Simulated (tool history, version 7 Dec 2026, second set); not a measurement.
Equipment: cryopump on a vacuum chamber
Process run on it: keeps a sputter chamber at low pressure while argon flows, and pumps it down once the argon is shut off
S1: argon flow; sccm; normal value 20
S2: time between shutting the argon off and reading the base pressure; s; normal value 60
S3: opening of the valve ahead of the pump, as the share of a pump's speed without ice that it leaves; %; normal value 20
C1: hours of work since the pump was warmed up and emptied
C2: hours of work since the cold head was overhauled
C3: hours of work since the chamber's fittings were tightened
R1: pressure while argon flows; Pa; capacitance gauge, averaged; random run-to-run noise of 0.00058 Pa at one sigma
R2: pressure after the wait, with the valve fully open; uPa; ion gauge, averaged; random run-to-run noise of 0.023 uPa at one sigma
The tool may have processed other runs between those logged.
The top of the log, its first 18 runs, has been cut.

run	hour	S1	S2	S3	C1	C2	C3	R1	R2
19	355	20	60	20	798	798	419	0.1028	1.25
20	375.9	20	60	20	815	815	436	0.1018	1.24
21	386.8	20	60	20	823	823	444	0.1017	1.26
22	399	11	21	20	833	833	454	0.0567	2.31
23	412.9	9	78	42	844	844	465	0.0222	1.19
24	431.7	9	78	42	859	859	480	0.0222	1.17
25	451.7	32	170	59	875	875	496	0.0586	0.92
26	465	32	170	59	886	886	507	0.0588	0.98
27	489.3	32	170	59	905	905	526	0.0585	0.95
28	509	32	170	59	921	921	542	0.0582	1.07
29	531.7	32	170	59	939	939	560	0.0586	1.04
30	552.3	19	40	25	955	955	576	0.079	1.75
31	563.9	34	197	20	965	965	586	0.1761	1.05
32	579.2	35	285	41	977	977	598	0.0902	1.01
33	603.5	10	285	49	996	996	617	0.0225	1.01
34	624.2	20	208	41	1013	1013	634	0.0515	1.07
35	644.2	17	73	20	1029	1029	650	0.0876	1.39

Below are 3 alternative next runs, each starting from the tool's condition after run 35. Predict each:
A	667.2	35	51	48	1047	1047	668	?	?
B	667.2	20	73	18	1047	1047	668	?	?
C	667.2	13	226	20	1047	1047	668	?	?

run	R1	R2
A	0.0778	1.64
B	0.1137	1.49
C	0.067	1.17
The same runs, with their run-to-run variation unchanged, on a tool lacking any hidden condition would have given:
run	R1	R2
A	0.0728	0.84
B	0.1108	0.69
C	0.0651	0.35

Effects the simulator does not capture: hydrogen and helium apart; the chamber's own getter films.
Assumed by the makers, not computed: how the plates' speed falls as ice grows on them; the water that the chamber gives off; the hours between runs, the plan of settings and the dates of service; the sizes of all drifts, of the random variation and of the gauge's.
